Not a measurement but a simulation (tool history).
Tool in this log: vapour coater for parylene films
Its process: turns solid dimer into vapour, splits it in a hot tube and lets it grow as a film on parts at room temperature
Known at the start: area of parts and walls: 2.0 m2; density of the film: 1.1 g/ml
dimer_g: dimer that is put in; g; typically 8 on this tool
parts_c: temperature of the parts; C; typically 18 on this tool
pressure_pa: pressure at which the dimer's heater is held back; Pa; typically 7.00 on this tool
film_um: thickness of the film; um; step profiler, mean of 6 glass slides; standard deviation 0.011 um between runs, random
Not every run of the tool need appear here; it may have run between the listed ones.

| run | day | dimer_g | parts_c | pressure_pa | film_um |
|---|---|---|---|---|---|
| 1 | 0.000 | 8 | 18 | 7.00 | 1.90 |
| 2 | 0.512 | 8 | 18 | 7.00 | 1.93 |
| 3 | 1.012 | 8 | 18 | 7.00 | 1.90 |
| 4 | 1.629 | 8 | 18 | 4.01 | 2.07 |
| 5 | 1.992 | 8 | 18 | 4.01 | 2.07 |
| 6 | 2.492 | 5 | 18 | 4.01 | 1.29 |
| 7 | 2.850 | 5 | 18 | 4.01 | 1.27 |
| 8 | 3.408 | 8 | 18 | 7.00 | 1.88 |
| 9 | 4.021 | 8 | 18 | 7.00 | 1.88 |
| 10 | 4.550 | 8 | 18 | 7.00 | 1.87 |
| 11 | 5.212 | 8 | 18 | 7.00 | 1.86 |
| 12 | 5.600 | 8 | 18 | 3.37 | 2.10 |
| 13 | 6.067 | 7 | 18 | 7.00 | 1.63 |
| 14 | 6.492 | 4 | 18 | 7.00 | 0.93 |
| 15 | 7.183 | 4 | 18 | 7.00 | 0.93 |
| 16 | 7.938 | 8 | 18 | 2.96 | 2.12 |
| 17 | 8.708 | 8 | 18 | 2.96 | 2.12 |
|  | 8.908 | trap's valve overhauled |
| 18 | 9.300 | 8 | 18 | 7.00 | 1.76 |
| 19 | 9.712 | 8 | 18 | 7.00 | 1.77 |
| 20 | 10.483 | 8 | 26 | 7.00 | 1.45 |
| 21 | 10.875 | 8 | 26 | 7.00 | 1.43 |
| 22 | 11.342 | 3 | 20 | 11.70 | 0.57 |
|  | 11.846 | trap's valve overhauled, once more |
| 23 | 12.212 | 4 | 20 | 7.00 | 0.91 |

Predict the results of run 24:
| 24 | 12.717 | 11 | 16 | 7.00 | ? |

film_um: 2.76 um
With the hidden condition absent and the run-to-run variation left alone, this run would have shown film_um 2.77 um.

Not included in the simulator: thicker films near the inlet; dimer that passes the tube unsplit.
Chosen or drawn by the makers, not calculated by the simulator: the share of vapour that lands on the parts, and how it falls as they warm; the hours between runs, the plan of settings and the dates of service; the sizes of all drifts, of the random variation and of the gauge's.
